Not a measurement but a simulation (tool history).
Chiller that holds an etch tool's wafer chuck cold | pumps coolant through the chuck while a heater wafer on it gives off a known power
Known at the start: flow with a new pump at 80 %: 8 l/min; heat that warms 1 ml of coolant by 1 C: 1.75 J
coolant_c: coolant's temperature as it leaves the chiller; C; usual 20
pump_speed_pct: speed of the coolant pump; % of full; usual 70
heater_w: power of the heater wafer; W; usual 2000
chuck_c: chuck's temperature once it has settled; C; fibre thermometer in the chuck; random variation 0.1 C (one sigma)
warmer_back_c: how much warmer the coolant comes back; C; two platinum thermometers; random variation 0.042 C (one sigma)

{"run": 1, "hour": 0.0, "coolant_c": 20, "pump_speed_pct": 70, "heater_w": 2000, "chuck_c": 50, "warmer_back_c": 10.57}
{"run": 2, "hour": 13.8, "coolant_c": 20, "pump_speed_pct": 70, "heater_w": 2000, "chuck_c": 49.9, "warmer_back_c": 10.61}
{"run": 3, "hour": 38.6, "coolant_c": 20, "pump_speed_pct": 65, "heater_w": 2000, "chuck_c": 52, "warmer_back_c": 11.47}
{"run": 4, "hour": 65.4, "coolant_c": 20, "pump_speed_pct": 65, "heater_w": 2000, "chuck_c": 52.2, "warmer_back_c": 11.5}
{"run": 5, "hour": 98.6, "coolant_c": 20, "pump_speed_pct": 65, "heater_w": 2000, "chuck_c": 52.2, "warmer_back_c": 11.43}
{"run": 6, "hour": 123.2, "coolant_c": 20, "pump_speed_pct": 70, "heater_w": 2000, "chuck_c": 50.4, "warmer_back_c": 10.65}
{"hour": 125.9, "done": "chiller's thermometer calibrated"}
{"run": 7, "hour": 147.0, "coolant_c": 20, "pump_speed_pct": 70, "heater_w": 2000, "chuck_c": 50.4, "warmer_back_c": 10.61}
{"run": 8, "hour": 179.2, "coolant_c": 20, "pump_speed_pct": 61, "heater_w": 2000, "chuck_c": 54.6, "warmer_back_c": 12.28}
{"run": 9, "hour": 196.1, "coolant_c": 16, "pump_speed_pct": 68, "heater_w": 2449, "chuck_c": 54.4, "warmer_back_c": 13.43}
{"run": 10, "hour": 225.4, "coolant_c": 27, "pump_speed_pct": 70, "heater_w": 1561, "chuck_c": 51.1, "warmer_back_c": 8.36}
{"hour": 234.4, "done": "coolant changed, channels flushed"}
{"hour": 242.7, "done": "chiller's thermometer calibrated, once more"}
{"run": 11, "hour": 260.9, "coolant_c": 27, "pump_speed_pct": 70, "heater_w": 1366, "chuck_c": 43.9, "warmer_back_c": 7.3}
{"run": 12, "hour": 290.3, "coolant_c": 27, "pump_speed_pct": 61, "heater_w": 1504, "chuck_c": 48, "warmer_back_c": 9.29}

4 ways to go on from here, each from the tool as it stands after run 12. What would each give?
{"run": "A", "hour": 319.1, "coolant_c": 14, "pump_speed_pct": 64, "heater_w": 2701, "chuck_c": "?", "warmer_back_c": "?"}
{"run": "B", "hour": 319.1, "coolant_c": 20, "pump_speed_pct": 87, "heater_w": 1310, "chuck_c": "?", "warmer_back_c": "?"}
{"run": "C", "hour": 319.1, "coolant_c": 11, "pump_speed_pct": 79, "heater_w": 2000, "chuck_c": "?", "warmer_back_c": "?"}
{"run": "D", "hour": 319.1, "coolant_c": 14, "pump_speed_pct": 72, "heater_w": 2006, "chuck_c": "?", "warmer_back_c": "?"}

run=A chuck_c=50.1 warmer_back_c=16.02
run=B chuck_c=33.5 warmer_back_c=5.57
run=C chuck_c=33.2 warmer_back_c=9.41
run=D chuck_c=38.3 warmer_back_c=10.4
Without the tool's hidden state the same runs would have given:
run=A chuck_c=47.4 warmer_back_c=14.81
run=B chuck_c=32.4 warmer_back_c=5.15
run=C chuck_c=31.5 warmer_back_c=8.7
run=D chuck_c=36.5 warmer_back_c=9.61

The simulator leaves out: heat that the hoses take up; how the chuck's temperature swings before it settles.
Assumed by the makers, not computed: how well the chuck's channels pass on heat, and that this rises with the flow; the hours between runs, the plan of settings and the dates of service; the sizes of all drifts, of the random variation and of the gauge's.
